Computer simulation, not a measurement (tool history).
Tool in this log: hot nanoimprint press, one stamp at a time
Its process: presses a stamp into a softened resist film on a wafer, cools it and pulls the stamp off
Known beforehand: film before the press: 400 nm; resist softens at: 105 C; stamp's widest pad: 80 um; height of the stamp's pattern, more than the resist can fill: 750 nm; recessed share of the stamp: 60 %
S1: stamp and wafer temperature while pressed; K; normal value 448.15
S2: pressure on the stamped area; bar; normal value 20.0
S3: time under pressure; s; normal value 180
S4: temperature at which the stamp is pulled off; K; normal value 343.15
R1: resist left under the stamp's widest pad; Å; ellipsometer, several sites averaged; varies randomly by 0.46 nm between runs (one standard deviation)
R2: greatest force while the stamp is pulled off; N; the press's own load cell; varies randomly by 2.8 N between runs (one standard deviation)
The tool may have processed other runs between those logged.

| run | hour | S1 | S2 | S3 | S4 | R1 | R2 |
|---|---|---|---|---|---|---|---|
| 1 | 0.0 | 448.15 | 20.0 | 180 | 343.15 | 1432 | 132 |
| 2 | 26.9 | 448.15 | 20.0 | 180 | 343.15 | 1422 | 128 |
| 3 | 54.8 | 448.15 | 20.0 | 180 | 343.15 | 1418 | 130 |
| 4 | 77.5 | 448.15 | 20.0 | 180 | 341.15 | 1424 | 136 |
| 5 | 105.2 | 448.15 | 20.0 | 180 | 333.15 | 1426 | 155 |
| 6 | 128.8 | 448.15 | 20.0 | 180 | 333.15 | 1420 | 152 |
| 7 | 158.8 | 459.15 | 20.0 | 180 | 343.15 | 864 | 135 |
| 8 | 178.9 | 459.15 | 20.0 | 180 | 343.15 | 868 | 133 |
| 9 | 220.7 | 459.15 | 20.0 | 180 | 343.15 | 872 | 131 |
| 10 | 256.8 | 459.15 | 20.0 | 180 | 343.15 | 872 | 133 |
| 11 | 286.0 | 459.15 | 20.0 | 180 | 343.15 | 868 | 129 |
|  | 298.2 | plate thermocouple calibrated |
| 12 | 322.9 | 459.15 | 20.0 | 180 | 343.15 | 870 | 139 |
| 13 | 345.1 | 448.15 | 20.0 | 180 | 343.15 | 1427 | 132 |
| 14 | 387.3 | 448.15 | 20.0 | 180 | 343.15 | 1422 | 134 |
| 15 | 408.3 | 448.15 | 20.0 | 180 | 343.15 | 1418 | 135 |
| 16 | 445.8 | 448.15 | 20.0 | 180 | 343.15 | 1419 | 136 |
| 17 | 472.3 | 448.15 | 20.0 | 180 | 343.15 | 1421 | 135 |
| 18 | 510.3 | 453.15 | 20.0 | 141 | 343.15 | 1265 | 134 |
| 19 | 537.8 | 448.15 | 14.1 | 98 | 343.15 | 2090 | 133 |
| 20 | 562.5 | 448.15 | 14.9 | 136 | 347.15 | 1805 | 129 |
| 21 | 602.1 | 448.15 | 14.7 | 180 | 343.15 | 1628 | 128 |
| 22 | 627.3 | 448.15 | 14.7 | 180 | 343.15 | 1626 | 136 |
| 23 | 660.8 | 446.15 | 20.0 | 180 | 347.15 | 1555 | 122 |
| 24 | 688.6 | 450.15 | 19.9 | 260 | 334.15 | 1100 | 151 |
| 25 | 708.1 | 450.15 | 19.9 | 260 | 334.15 | 1102 | 151 |
|  | 720.7 | press's hydraulic seals changed and the load cell set to zero |
| 26 | 749.4 | 449.15 | 24.2 | 180 | 343.15 | 1243 | 138 |
| 27 | 789.7 | 448.15 | 16.9 | 351 | 343.15 | 1146 | 130 |
| 28 | 831.2 | 455.15 | 16.9 | 351 | 347.15 | 825 | 125 |
| 29 | 851.3 | 445.15 | 16.9 | 351 | 334.15 | 1324 | 156 |

Predict each of these 5 candidate next runs independently; none follows another, all start after run 29:
|  | 879.6 | stamp cleaned and given a new release coat |
| A | 888.1 | 441.15 | 13.7 | 180 | 343.15 | ? | ? |
|  | 879.6 | stamp cleaned and given a new release coat |
| B | 888.1 | 446.15 | 19.4 | 351 | 350.15 | ? | ? |
|  | 879.6 | stamp cleaned and given a new release coat |
| C | 888.1 | 448.15 | 20.0 | 180 | 338.15 | ? | ? |
|  | 879.6 | stamp cleaned and given a new release coat |
| D | 888.1 | 448.15 | 22.3 | 180 | 334.15 | ? | ? |
|  | 879.6 | stamp cleaned and given a new release coat |
| E | 888.1 | 448.15 | 20.0 | 180 | 331.15 | ? | ? |

| run | R1 | R2 |
|---|---|---|
| A | 2246 | 137 |
| B | 1178 | 114 |
| C | 1421 | 145 |
| D | 1349 | 154 |
| E | 1426 | 157 |
Had the tool no hidden state, the same runs would have come out as:
| run | R1 | R2 |
|---|---|---|
| A | 2244 | 137 |
| B | 1176 | 114 |
| C | 1420 | 145 |
| D | 1347 | 154 |
| E | 1425 | 157 |

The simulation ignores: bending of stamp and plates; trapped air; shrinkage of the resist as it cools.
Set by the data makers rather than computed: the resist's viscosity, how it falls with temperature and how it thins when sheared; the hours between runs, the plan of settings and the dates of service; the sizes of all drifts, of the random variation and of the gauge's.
